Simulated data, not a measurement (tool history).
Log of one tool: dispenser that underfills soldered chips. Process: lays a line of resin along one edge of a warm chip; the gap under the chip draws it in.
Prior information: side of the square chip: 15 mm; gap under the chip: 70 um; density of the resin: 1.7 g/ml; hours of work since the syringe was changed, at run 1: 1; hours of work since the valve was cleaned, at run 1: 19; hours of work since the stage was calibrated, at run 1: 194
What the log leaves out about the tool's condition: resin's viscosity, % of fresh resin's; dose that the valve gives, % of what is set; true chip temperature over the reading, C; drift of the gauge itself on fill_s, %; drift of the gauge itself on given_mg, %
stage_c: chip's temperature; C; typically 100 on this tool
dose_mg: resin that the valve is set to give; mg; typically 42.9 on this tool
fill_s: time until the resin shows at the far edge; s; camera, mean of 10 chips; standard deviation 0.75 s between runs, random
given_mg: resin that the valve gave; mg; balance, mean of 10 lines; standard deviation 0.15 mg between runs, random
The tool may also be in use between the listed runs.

run	day	stage_c	dose_mg	hours of work since the syringe was changed	hours of work since the valve was cleaned	hours of work since the stage was calibrated	fill_s	given_mg
1	0	100	42.9	1	19	194	79.9	42.44
# day 0.462: new syringe of resin
2	0.492	100	42.9	0	27	202	72.8	42.32
3	0.942	100	52.6	8	35	210	127.4	51.65
# day 1.004: new syringe of resin
4	1.225	100	52.6	4	40	215	91.4	51.62
# day 1.558: new syringe of resin
# day 1.658: dispensing valve cleaned and set on the balance
5	1.717	100	52.6	2	1	223	80.1	53.05
# day 2.158: new syringe of resin
6	2.175	100	44.8	0	9	231	70.9	44.95
7	2.592	100	44.8	8	16	238	119.8	44.72
# day 2.692: new syringe of resin
8	3.154	100	42.9	8	26	247	122.8	42.52
# day 3.217: new syringe of resin
9	3.704	100	42.9	9	35	257	127	42.17
# day 3.75: new syringe of resin
10	4.033	104	42.9	5	41	262	86.7	41.93
# day 4.271: new syringe of resin
# day 4.446: dispensing valve cleaned and set on the balance
11	4.642	104	42.9	6	3	272	91.7	42.67
# day 4.862: new syringe of resin
12	4.962	100	39.2	2	9	277	82.9	38.76
# day 5.379: new syringe of resin
13	5.454	100	39.2	1	17	286	77.6	38.63
# day 5.908: new syringe of resin
14	5.908	100	42.9	0	25	294	72.7	42.07
15	6.342	100	42.9	8	33	301	124.7	42.05
# day 6.421: new syringe of resin
16	6.625	100	54.1	4	37	306	90.8	52.87
# day 6.938: new syringe of resin
17	7.083	100	54.1	3	45	314	84.5	52.71
# day 7.217: dispensing valve cleaned and set on the balance
# day 7.525: new syringe of resin
18	7.633	103	53	2	7	322	74.5	52.95
# day 8.062: new syringe of resin
19	8.071	111	44	0	15	330	49.2	43.71
# day 8.6: new syringe of resin
20	8.629	111	51.8	0	24	339	49	51
21	9.083	91	48.5	8	32	347	176.4	47.45
# day 9.121: new syringe of resin
22	9.383	91	48.5	5	37	352	132.4	47.61
# day 9.65: new syringe of resin
23	9.933	99	40.1	5	46	362	106.5	39.06
# day 10.021: dispensing valve cleaned and set on the balance
# day 10.229: new syringe of resin
24	10.408	86	42.4	3	7	369	155.1	42.51
25	10.642	86	42.4	7	11	373	203.4	42.15
# day 10.758: new syringe of resin
26	10.975	87	54.2	4	16	379	148.1	54.12
27	11.2	101	53.3	8	20	383	119	52.61
# day 11.288: new syringe of resin
28	11.75	95	52.8	8	30	392	150	52.27
# day 11.812: new syringe of resin
29	12.279	104	37.2	8	39	401	112.6	36.52
# day 12.329: new syringe of resin
# day 12.792: dispensing valve cleaned and set on the balance
30	12.804	98	37.6	8	0	409	134.6	37.71
# day 12.892: new syringe of resin
31	13.146	98	37.6	4	6	415	109.5	37.4
# day 13.433: new syringe of resin
32	13.633	113	41.3	4	14	423	59.4	41.17
# day 13.979: new syringe of resin
33	14.096	111	47.3	2	22	431	57.4	46.51
# day 14.521: new syringe of resin
34	14.638	111	42.9	2	31	440	54.4	42.54

A few steps of fill_s between consecutive runs. Split each: what settings, incoming material and random variation would produce without the hidden state, and what is left over for the hidden state, along with gauge scatter present in only one of the two compared results (measured, and without hidden state):
Run 2 -> 3: dose_mg 42.9 -> 52.6. fill_s +54.6 s: hidden state +54.5, all else +0.1.
Run 14 -> 15: settings left as they were, no log entry in between. fill_s +52 s: hidden state +52, all else +0.
Run 20 -> 21: stage_c 111 -> 91, dose_mg 51.8 -> 48.5. fill_s +127.4 s: hidden state +79.5, all else +47.9.
Run 25 -> 26: stage_c 86 -> 87, dose_mg 42.4 -> 54.2, new syringe of resin. fill_s -55.3 s: hidden state -48.2, all else -7.1.

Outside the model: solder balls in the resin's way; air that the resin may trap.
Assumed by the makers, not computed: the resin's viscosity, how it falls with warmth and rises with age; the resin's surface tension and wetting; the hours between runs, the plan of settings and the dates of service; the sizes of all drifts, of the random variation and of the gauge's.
